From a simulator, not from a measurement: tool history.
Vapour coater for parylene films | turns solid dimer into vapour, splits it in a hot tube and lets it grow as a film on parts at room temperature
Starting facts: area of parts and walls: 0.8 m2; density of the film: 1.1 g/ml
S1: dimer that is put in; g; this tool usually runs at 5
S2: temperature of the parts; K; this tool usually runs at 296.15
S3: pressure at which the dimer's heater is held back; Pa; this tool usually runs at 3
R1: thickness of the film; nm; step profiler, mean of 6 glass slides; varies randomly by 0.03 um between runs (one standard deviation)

Run 1, hour 0: usual settings. Result: R1 2860 nm.
Run 2, hour 52.5: usual settings. Result: R1 2870 nm.
Run 3, hour 79.4: usual settings. Result: R1 2810 nm.
At hour 87.9: trap's valve overhauled.
Run 4, hour 118.6: usual settings. Result: R1 2830 nm.
Run 5, hour 170.8: usual settings but S2 289.15 K. Result: R1 3770 nm.
Run 6, hour 225.1: usual settings but S2 289.15 K. Result: R1 3660 nm.
Run 7, hour 259.7: usual settings but S2 289.15 K. Result: R1 3770 nm.
Run 8, hour 289.2: usual settings but S2 289.15 K. Result: R1 3720 nm.
Run 9, hour 326.9: usual settings but S3 6.37 Pa. Result: R1 2500 nm.
Run 10, hour 380.7: usual settings but S2 289.15 K. Result: R1 3790 nm.
Run 11, hour 431.3: usual settings but S2 289.15 K. Result: R1 3720 nm.
Run 12, hour 475.5: usual settings but S2 294.15 K. Result: R1 3090 nm.
Run 13, hour 520.6: usual settings. Result: R1 2860 nm.
Run 14, hour 564.4: usual settings. Result: R1 2820 nm.
At hour 586.8: trap's valve overhauled.
Run 15, hour 623.2: usual settings. Result: R1 2830 nm.
Run 16, hour 650.8: usual settings but S2 306.15 K. Result: R1 1930 nm.
Run 17, hour 677.1: usual settings but S2 306.15 K. Result: R1 1930 nm.
Run 18, hour 712.3: usual settings but S2 306.15 K. Result: R1 1920 nm.
Run 19, hour 744.3: usual settings but S2 307.15 K, S3 5.26 Pa. Result: R1 1660 nm.
Run 20, hour 797.9: usual settings but S2 305.15 K, S3 3.1 Pa. Result: R1 2060 nm.
Run 21, hour 849.8: usual settings but S1 2 g, S2 301.15 K, S3 3.67 Pa. Result: R1 940 nm.
Run 22, hour 877.9: usual settings but S1 8 g. Result: R1 4550 nm.
Run 23, hour 924.1: usual settings but S1 8 g. Result: R1 4580 nm.
Run 24, hour 963.3: usual settings but S3 3.38 Pa. Result: R1 2730 nm.
Run 25, hour 1007.4: usual settings but S3 10.14 Pa. Result: R1 2260 nm.
Run 26, hour 1054: usual settings but S3 10.14 Pa. Result: R1 2290 nm.
At hour 1085.6: trap's valve overhauled.
Run 27, hour 1085.6: usual settings but S1 2 g, S3 10.14 Pa. Result: R1 900 nm.
Run 28, hour 1112.8: usual settings but S1 2 g, S3 10.14 Pa. Result: R1 890 nm.
Run 29, hour 1168.1: usual settings but S1 4 g, S3 7.89 Pa. Result: R1 1960 nm.
Run 30, hour 1222.8: usual settings but S1 6 g, S2 292.15 K. Result: R1 3980 nm.
Run 31, hour 1250.6: usual settings but S1 6 g, S2 292.15 K. Result: R1 4000 nm.

Pick out some run-to-run changes in R1. Of each, how much would a tool without hidden state show as well, from the settings, what came in and chance, and how much is left for the hidden state and any gauge scatter not in both results compared?
The tool's hidden condition here consists of: vapour lost through the trap's worn valve, %; true temperature of the parts over the reading, C; drift of the gauge itself on film_um, %.
Run 1 -> 2: no setting changed, nothing entered. R1 +10 nm: hidden state +10, all else +0.
Run 21 -> 22: S1 2 -> 8, S2 301.15 -> 296.15, S3 3.67 -> 3. R1 +3610 nm: hidden state -20, all else +3630.
Run 23 -> 24: S1 8 -> 5, S3 3 -> 3.38. R1 -1850 nm: hidden state +20, all else -1870.
Run 29 -> 30: S1 4 -> 6, S2 296.15 -> 292.15, S3 7.89 -> 3. R1 +2020 nm: hidden state +0, all else +2020.
